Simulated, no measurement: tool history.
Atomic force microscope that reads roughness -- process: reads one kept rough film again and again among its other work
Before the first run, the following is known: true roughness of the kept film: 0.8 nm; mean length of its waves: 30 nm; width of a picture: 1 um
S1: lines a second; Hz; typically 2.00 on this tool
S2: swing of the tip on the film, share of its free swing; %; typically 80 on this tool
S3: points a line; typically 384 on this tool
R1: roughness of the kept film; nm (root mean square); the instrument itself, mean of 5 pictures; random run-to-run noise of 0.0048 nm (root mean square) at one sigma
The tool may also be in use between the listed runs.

run,hour,S1,S2,S3,R1
1,0.0,2.00,80,384,0.671
2,33.5,2.00,80,384,0.647
# hour 47.6: new tip fitted
3,79.3,1.43,80,384,0.663
# hour 100.1: new tip fitted
4,117.4,2.00,80,311,0.661
# hour 150.5: new tip fitted
5,180.6,2.00,80,311,0.650
# hour 199.9: new tip fitted
6,219.0,2.00,80,384,0.662
# hour 247.8: new tip fitted
7,247.8,2.00,80,384,0.682
# hour 299.4: new tip fitted
8,315.9,2.00,80,384,0.663
# hour 346.6: new tip fitted
9,370.2,2.00,80,384,0.658
# hour 394.3: new tip fitted
10,410.4,2.00,80,761,0.671
# hour 442.7: new tip fitted
11,442.7,2.00,80,761,0.679
12,476.1,2.00,80,761,0.657
# hour 490.9: new tip fitted
13,530.3,2.00,88,284,0.598
# hour 540.6: new tip fitted
14,566.7,2.39,64,369,0.694
# hour 589.9: new tip fitted
15,596.6,2.00,64,343,0.724
# hour 637.0: new tip fitted
16,664.9,1.08,63,560,0.724
# hour 684.8: new tip fitted
17,724.4,1.08,63,560,0.712
# hour 735.5: new tip fitted
18,766.8,1.08,58,398,0.728
# hour 786.2: new tip fitted
# hour 835.8: new tip fitted
19,836.2,1.08,58,398,0.763
20,877.3,2.00,80,1007,0.641

What if the next run were any one of these 4? Each begins from the tool's condition after run 20:
# hour 886.9: new tip fitted
A,924.3,2.00,80,990,?
# hour 886.9: new tip fitted
B,924.3,1.79,61,474,?
# hour 886.9: new tip fitted
C,924.3,0.89,86,1007,?
# hour 886.9: new tip fitted
D,924.3,3.04,80,510,?

run,R1
A,0.651
B,0.710
C,0.676
D,0.605
The same runs, with their run-to-run variation unchanged, on a tool lacking any hidden condition would have given:
run,R1
A,0.696
B,0.760
C,0.724
D,0.648
